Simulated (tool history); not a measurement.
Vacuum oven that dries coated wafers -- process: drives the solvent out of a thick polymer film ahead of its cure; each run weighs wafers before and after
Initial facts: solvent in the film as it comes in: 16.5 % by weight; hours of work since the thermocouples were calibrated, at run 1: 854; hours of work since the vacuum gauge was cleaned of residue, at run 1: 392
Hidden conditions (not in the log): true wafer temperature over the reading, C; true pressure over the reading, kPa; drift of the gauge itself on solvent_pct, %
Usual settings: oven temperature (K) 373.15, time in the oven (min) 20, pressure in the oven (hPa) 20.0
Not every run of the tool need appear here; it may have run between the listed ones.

run,day,oven temperature (K),time in the oven (min),pressure in the oven (hPa),hours of work since the thermocouples were calibrated,hours of work since the vacuum gauge was cleaned of residue,solvent left in the film (%)
1,0.000,373.15,20,20.0,854,392,0.852
2,1.096,373.15,20,20.0,866,404,0.850
3,2.104,373.15,20,20.0,877,416,0.844
4,3.242,373.15,20,44.3,890,429,1.476
5,4.267,364.15,20,44.3,902,440,2.713
6,5.575,373.15,20,20.0,917,455,0.844
7,6.367,373.15,20,20.0,926,464,0.853
8,7.346,373.15,20,20.0,937,475,0.841
9,8.517,373.15,20,20.0,950,488,0.842
10,9.604,386.15,20,20.0,963,501,0.354
11,10.900,386.15,20,20.0,977,516,0.357
12,11.583,386.15,20,20.0,985,523,0.351
13,12.212,386.15,20,12.6,992,531,0.234
14,13.088,386.15,20,12.6,1002,540,0.232
15,13.679,373.15,20,11.3,1009,547,0.618
16,14.425,373.15,20,11.3,1017,556,0.615
17,15.742,368.15,12,14.1,1032,571,2.653
18,16.396,373.15,11,12.1,1040,578,1.973
19,17.350,373.15,20,16.1,1051,589,0.738
20,18.346,373.15,20,16.1,1062,600,0.737
21,19.538,373.15,20,16.1,1076,614,0.731
22,20.358,373.15,20,16.1,1085,623,0.723
23,21.342,373.15,22,10.7,1096,634,0.490
# day 21.529: vacuum gauge cleaned of residue and calibrated
24,22.096,373.15,20,12.4,1104,6,0.645
25,22.696,379.15,20,12.4,1111,13,0.363
26,23.754,364.15,20,20.0,1123,25,1.831
27,24.558,364.15,20,20.0,1132,34,1.828
28,25.354,364.15,20,20.0,1141,43,1.850
29,26.083,387.15,10,27.2,1149,52,0.803
# day 26.254: vacuum gauge cleaned of residue and calibrated, once more
30,26.850,373.15,34,12.2,1157,7,0.341
31,27.454,360.15,25,25.2,1164,14,2.043
32,28.375,379.15,16,25.2,1175,24,0.748

Here are 5 independent what-if runs from the current tool condition. What would each one return?
A,29.358,379.15,23,67.7,1186,35,?
B,29.358,382.15,31,25.2,1186,35,?
C,29.358,363.15,30,20.0,1186,35,?
D,29.358,379.15,16,10.5,1186,35,?
E,29.358,374.15,17,25.2,1186,35,?

run,solvent left in the film (%)
A,1.450
B,0.471
C,1.103
D,0.447
E,1.063
Had the tool no hidden state, the same runs would have come out as:
run,solvent left in the film (%)
A,1.618
B,0.519
C,1.383
D,0.603
E,1.330
